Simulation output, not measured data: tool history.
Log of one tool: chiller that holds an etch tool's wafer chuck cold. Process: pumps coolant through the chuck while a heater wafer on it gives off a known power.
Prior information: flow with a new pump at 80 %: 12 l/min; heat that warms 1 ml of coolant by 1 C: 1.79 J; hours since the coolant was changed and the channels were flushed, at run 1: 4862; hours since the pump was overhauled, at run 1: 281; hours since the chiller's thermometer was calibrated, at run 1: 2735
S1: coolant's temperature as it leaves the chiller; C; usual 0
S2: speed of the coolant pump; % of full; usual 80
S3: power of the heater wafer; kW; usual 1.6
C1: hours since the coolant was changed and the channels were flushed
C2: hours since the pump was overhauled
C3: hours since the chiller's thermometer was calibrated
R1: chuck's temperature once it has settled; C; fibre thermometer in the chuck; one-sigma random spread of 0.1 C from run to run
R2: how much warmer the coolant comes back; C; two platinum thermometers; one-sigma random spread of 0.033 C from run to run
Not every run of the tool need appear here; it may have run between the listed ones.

Run 1, hour 0: usual settings; C1 4862; C2 281; C3 2735. Result: R1 17.6 C, R2 4.45 C.
Run 2, hour 47.5: usual settings; C1 4910; C2 329; C3 2783. Result: R1 17.4 C, R2 4.44 C.
Run 3, hour 102.4: usual settings; C1 4964; C2 383; C3 2838. Result: R1 17.6 C, R2 4.5 C.
At hour 154: chiller's thermometer calibrated.
Run 4, hour 159.4: usual settings; C1 5021; C2 439; C3 5. Result: R1 17.8 C, R2 4.46 C.
Run 5, hour 215: usual settings; C1 5076; C2 495; C3 61. Result: R1 17.9 C, R2 4.48 C.
Run 6, hour 254.5: usual settings; C1 5116; C2 534; C3 100. Result: R1 18 C, R2 4.51 C.
Run 7, hour 290.6: usual settings; C1 5152; C2 571; C3 137. Result: R1 18 C, R2 4.51 C.
Run 8, hour 326.1: usual settings; C1 5187; C2 606; C3 172. Result: R1 18 C, R2 4.51 C.
Run 9, hour 366.6: usual settings; C1 5228; C2 647; C3 213. Result: R1 18 C, R2 4.45 C.
Run 10, hour 425.1: usual settings but S2 66 % of full; C1 5286; C2 705; C3 271. Result: R1 21.2 C, R2 5.39 C.
Run 11, hour 482.6: usual settings but S2 66 % of full; C1 5344; C2 763; C3 329. Result: R1 21.2 C, R2 5.44 C.
Run 12, hour 524.6: usual settings but S2 66 % of full; C1 5386; C2 805; C3 371. Result: R1 21.3 C, R2 5.46 C.
Run 13, hour 569.4: usual settings but S2 66 % of full; C1 5430; C2 849; C3 415. Result: R1 21.4 C, R2 5.42 C.
Run 14, hour 621.8: usual settings but S1 -4 C, S2 66 % of full, S3 1.26 kW; C1 5483; C2 902; C3 468. Result: R1 12.9 C, R2 4.25 C.
Run 15, hour 672.4: usual settings but S1 -4 C, S2 99 % of full, S3 1.104 kW; C1 5533; C2 952; C3 518. Result: R1 6.2 C, R2 2.55 C.
Run 16, hour 702.4: usual settings but S1 -1 C; C1 5564; C2 982; C3 548. Result: R1 17 C, R2 4.53 C.
Run 17, hour 747.1: usual settings but S2 94 % of full, S3 1.531 kW; C1 5608; C2 1027; C3 593. Result: R1 15 C, R2 3.74 C.
Run 18, hour 804.5: usual settings but S2 94 % of full, S3 1.531 kW; C1 5666; C2 1084; C3 650. Result: R1 15 C, R2 3.7 C.
Run 19, hour 859.2: usual settings but S2 94 % of full, S3 1.531 kW; C1 5720; C2 1139; C3 705. Result: R1 15.1 C, R2 3.71 C.
Run 20, hour 906.8: usual settings but S2 94 % of full, S3 1.772 kW; C1 5768; C2 1187; C3 753. Result: R1 17.6 C, R2 4.29 C.
Run 21, hour 938.9: usual settings but S2 94 % of full, S3 1.244 kW; C1 5800; C2 1219; C3 785. Result: R1 12 C, R2 2.99 C.
Run 22, hour 964.2: usual settings but S2 94 % of full, S3 2.099 kW; C1 5825; C2 1244; C3 810. Result: R1 20.7 C, R2 5.09 C.
Run 23, hour 1024: usual settings but S2 94 % of full, S3 2.099 kW; C1 5885; C2 1304; C3 870. Result: R1 20.9 C, R2 5.14 C.
Run 24, hour 1053.3: usual settings but S2 94 % of full, S3 2.099 kW; C1 5914; C2 1333; C3 899. Result: R1 20.8 C, R2 5.1 C.
Run 25, hour 1084.2: usual settings but S1 4 C; C1 5945; C2 1364; C3 930. Result: R1 22.2 C, R2 4.61 C.
Run 26, hour 1138.9: usual settings but S1 4 C, S3 1.343 kW; C1 6000; C2 1419; C3 985. Result: R1 19.3 C, R2 3.82 C.

Selected run-to-run steps in R1, each split into two signed amounts: the part the tool would show with no hidden state at all (from settings, incoming material and random variation), and the remainder, which goes to the hidden state together with any gauge scatter not common to the measured and the hidden-state-free results:
Hidden state at play: heat passed by the chuck's channels, % of clean ones'; flow at a given pump speed, % of a new pump's; coolant's true temperature over the reading, C; drift of the gauge itself on chuck_c, C; drift of the gauge itself on warmer_back_c, C.
Run 15 -> 16: S1 -4 -> -1, S2 99 -> 80, S3 1.104 -> 1.6. R1 +10.8 C: hidden state +0.8, all else +10.
Run 21 -> 22: S3 1.244 -> 2.099. R1 +8.7 C: hidden state +1, all else +7.7.
